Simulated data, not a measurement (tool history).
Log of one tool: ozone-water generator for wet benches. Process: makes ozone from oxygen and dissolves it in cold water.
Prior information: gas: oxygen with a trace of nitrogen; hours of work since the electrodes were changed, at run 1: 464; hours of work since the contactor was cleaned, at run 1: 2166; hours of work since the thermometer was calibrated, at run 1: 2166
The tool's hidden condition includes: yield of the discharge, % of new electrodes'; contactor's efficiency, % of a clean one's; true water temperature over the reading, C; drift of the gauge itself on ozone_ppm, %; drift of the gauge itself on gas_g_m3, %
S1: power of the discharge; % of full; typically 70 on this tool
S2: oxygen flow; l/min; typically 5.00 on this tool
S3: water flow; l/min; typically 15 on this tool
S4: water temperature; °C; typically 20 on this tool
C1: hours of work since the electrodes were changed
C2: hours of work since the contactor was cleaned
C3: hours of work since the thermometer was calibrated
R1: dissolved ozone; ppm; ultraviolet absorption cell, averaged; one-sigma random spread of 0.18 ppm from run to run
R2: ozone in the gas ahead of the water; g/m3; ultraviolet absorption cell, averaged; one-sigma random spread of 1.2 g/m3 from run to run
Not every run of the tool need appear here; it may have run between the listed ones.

run     day  S1    S2  S3  S4    C1    C2    C3    R1     R2
  1   0.000  70  5.00  15  20   464  2166  2166  24.8  216.1
  2   2.242  70  5.00  15  23   507  2210  2210  23.4  214.2
  3   4.204  70  2.75  15  20   545  2248  2248  26.9  328.8
  4   7.479  70  3.57  15  20   608  2311  2311  26.1  272.1
  5   9.421  70  3.57  15  20   645  2348  2348  26.1  272.8
  6  12.454  70  3.57  15  20   704  2407  2407  26.6  273.1
  7  15.008  70  3.57  15  20   753  2456  2456  26.3  272.9
  8  17.988  70  3.57  15  18   811  2513  2513  26.7  273.8
  9  20.767  70  3.57  15  18   864  2567  2567  27.0  269.5
 10  22.675  72  5.00  15  20   901  2604  2604  25.2  219.3
 11  27.075  70  8.52  15  20   986  2688  2688  20.8  148.6
 12  29.212  70  8.52  15  20  1027  2730  2730  21.2  148.8
 13  31.208  70  8.52  15  20  1066  2768  2768  21.2  146.8
 14  34.583  70  8.52  15  20  1131  2833  2833  20.9  147.9
 15  36.617  70  8.52  15  20  1170  2873  2873  20.8  146.1
 16  40.812  70  8.52  15  20  1251  2953  2953  21.1  148.1
 17  44.771  70  8.52  15  20  1327  3030  3030  21.1  146.8
 18  47.554  70  5.92  12  20  1381  3083  3083  27.6  188.0
 19  51.075  70  6.09  12  20  1449  3151  3151  27.2  185.5
 20  54.154  70  5.32  20  20  1508  3211  3211  19.0  205.2
 21  57.733  70  5.32  20  20  1577  3280  3280  19.0  202.4
 22  59.675  41  4.67  14  20  1614  3317  3317  18.3  157.3
 23  62.250  98  2.89  15  20  1664  3367  3367  33.0  386.9
 24  65.754  98  2.89  15  20  1732  3434  3434  33.6  386.9
 25  68.788  85  2.89  15  17  1790  3493  3493  31.7  354.8
 26  73.038  50  4.78  15  17  1872  3575  3575  21.1  176.0
 27  75.250  70  6.82  22  20  1915  3617  3617  16.6  172.1
 28  79.388  70  5.00  21  24  1994  3697  3697  17.3  214.1
 29  82.246  44  5.00  15  14  2050  3752  3752  19.9  157.0
 30  86.625  92  5.26  15  16  2134  3837  3837  31.3  244.6
 31  89.404  69  4.41  22  23  2188  3890  3890  17.1  228.0
 32  92.196  69  4.41  22  23  2241  3944  3944  17.3  227.9
 33  96.571  70  5.00  16  21  2326  4028  4028  23.0  213.2

Branching from run 33: 4 alternative next runs. What would each branch give?
  A  100.746  41  5.00  16  21  2406  4109  4109   ?   ?
  B  100.746  70  5.00  15  24  2406  4109  4109   ?   ?
  C  100.746  44  4.37  13  21  2406  4109  4109   ?   ?
  D  100.746  43  5.00  10  24  2406  4109  4109   ?   ?

run    R1     R2
  A  16.1  149.1
  B  22.8  209.6
  C  20.3  171.4
  D  21.8  153.5
Stripped of hidden state, with their random variation kept, the same runs would have yielded:
run    R1     R2
  A  16.1  152.7
  B  22.8  214.8
  C  20.3  175.5
  D  21.9  157.2
